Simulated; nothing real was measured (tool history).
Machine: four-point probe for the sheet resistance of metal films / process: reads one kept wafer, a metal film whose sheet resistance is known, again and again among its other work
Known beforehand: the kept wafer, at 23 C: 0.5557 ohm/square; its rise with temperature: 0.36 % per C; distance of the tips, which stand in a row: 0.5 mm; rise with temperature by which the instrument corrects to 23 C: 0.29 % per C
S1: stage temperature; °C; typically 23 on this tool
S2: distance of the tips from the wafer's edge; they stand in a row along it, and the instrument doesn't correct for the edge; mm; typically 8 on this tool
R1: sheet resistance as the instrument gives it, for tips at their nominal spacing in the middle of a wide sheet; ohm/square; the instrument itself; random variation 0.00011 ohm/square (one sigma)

| run | hour | S1 | S2 | R1 |
|---|---|---|---|---|
| 1 | 0 | 23 | 8 | 0.55473 |
| 2 | 33.8 | 23 | 8 | 0.554561 |
| 3 | 84.5 | 23 | 8 | 0.554441 |
| 4 | 108.2 | 23 | 8 | 0.554649 |
| 5 | 138.4 | 32 | 8 | 0.558294 |
| 6 | 187.7 | 32 | 8 | 0.558001 |
| 7 | 213 | 32 | 8 | 0.558009 |
| 8 | 247.8 | 32 | 8 | 0.557959 |
| 9 | 283.7 | 19 | 8 | 0.552786 |
| 10 | 316 | 19 | 8 | 0.552827 |
| 11 | 341.6 | 19 | 8 | 0.552776 |
| 12 | 388.9 | 19 | 8 | 0.552824 |
| 13 | 410 | 23 | 5 | 0.556154 |
| 14 | 456.3 | 23 | 5 | 0.556009 |
| 15 | 486.4 | 23 | 8 | 0.554272 |
| 16 | 521 | 23 | 8 | 0.554276 |
| 17 | 558.5 | 23 | 8 | 0.554321 |
| 18 | 579.5 | 23 | 12 | 0.553349 |
| 19 | 626.5 | 23 | 12 | 0.553639 |
| 20 | 663.6 | 23 | 12 | 0.553245 |
| 21 | 689 | 23 | 8 | 0.554097 |
|  | 692.2 | stage's thermometer calibrated |
| 22 | 739 | 23 | 8 | 0.554191 |
| 23 | 789.7 | 23 | 8 | 0.554075 |
| 24 | 839.4 | 23 | 19 | 0.552851 |
| 25 | 871.6 | 20 | 8 | 0.55303 |
| 26 | 904.7 | 31 | 13 | 0.556298 |
|  | 940.1 | stage's thermometer calibrated, once more |
| 27 | 943.6 | 31 | 13 | 0.555375 |
| 28 | 964.9 | 31 | 32 | 0.555136 |
| 29 | 995.9 | 20 | 30 | 0.550735 |
| 30 | 1045.2 | 30 | 38 | 0.554743 |
| 31 | 1092.5 | 30 | 38 | 0.554587 |
| 32 | 1117 | 30 | 57 | 0.5545 |
| 33 | 1145.4 | 26 | 21 | 0.553322 |
| 34 | 1183 | 26 | 21 | 0.553196 |
|  | 1218.1 | new probe head fitted |
| 35 | 1226.1 | 26 | 21 | 0.557318 |
| 36 | 1266 | 26 | 21 | 0.557185 |
| 37 | 1300.8 | 20 | 9 | 0.555774 |
| 38 | 1323.1 | 20 | 50 | 0.554709 |
| 39 | 1365.3 | 23 | 18 | 0.555951 |
| 40 | 1390.5 | 32 | 13 | 0.559733 |
| 41 | 1425.5 | 30 | 5 | 0.561439 |
| 42 | 1463.3 | 24 | 27 | 0.556052 |
| 43 | 1485.3 | 24 | 49 | 0.55624 |
| 44 | 1527.2 | 23 | 8 | 0.556945 |
| 45 | 1548.9 | 27 | 4 | 0.561903 |

Table of differences, measured result less the result of that run with no hidden state. Run-to-run variation is the same in both. Gauge scatter possibly is not:
Hidden state present: inner tips' distance over the nominal, %; tips' flats over new ones', %; wafer's true temperature over the reading, C; drift of the gauge itself on sheet_ohm, %.
| run | R1 |
|---|---|
| 1 | -0.002186 |
| 2 | -0.002219 |
| 3 | -0.002265 |
| 4 | -0.002288 |
| 5 | -0.002345 |
| 6 | -0.002391 |
| 7 | -0.002414 |
| 8 | -0.002444 |
| 9 | -0.002434 |
| 10 | -0.002466 |
| 11 | -0.002489 |
| 12 | -0.002534 |
| 13 | -0.002576 |
| 14 | -0.002615 |
| 15 | -0.002634 |
| 16 | -0.002663 |
| 17 | -0.002698 |
| 18 | -0.002713 |
| 19 | -0.002758 |
| 20 | -0.00279 |
| 21 | -0.002815 |
| 22 | -0.002797 |
| 23 | -0.002837 |
| 24 | -0.002875 |
| 25 | -0.002898 |
| 26 | -0.002971 |
| 27 | -0.003742 |
| 28 | -0.003761 |
| 29 | -0.003764 |
| 30 | -0.003832 |
| 31 | -0.003874 |
| 32 | -0.003893 |
| 33 | -0.00391 |
| 34 | -0.003945 |
| 35 | +0.000212 |
| 36 | +0.000178 |
| 37 | +0.000145 |
| 38 | +0.000123 |
| 39 | +0.000086 |
| 40 | +0.000063 |
| 41 | +0.000029 |
| 42 | -0.000008 |
| 43 | -0.000028 |
| 44 | -0.000068 |
| 45 | -0.000088 |
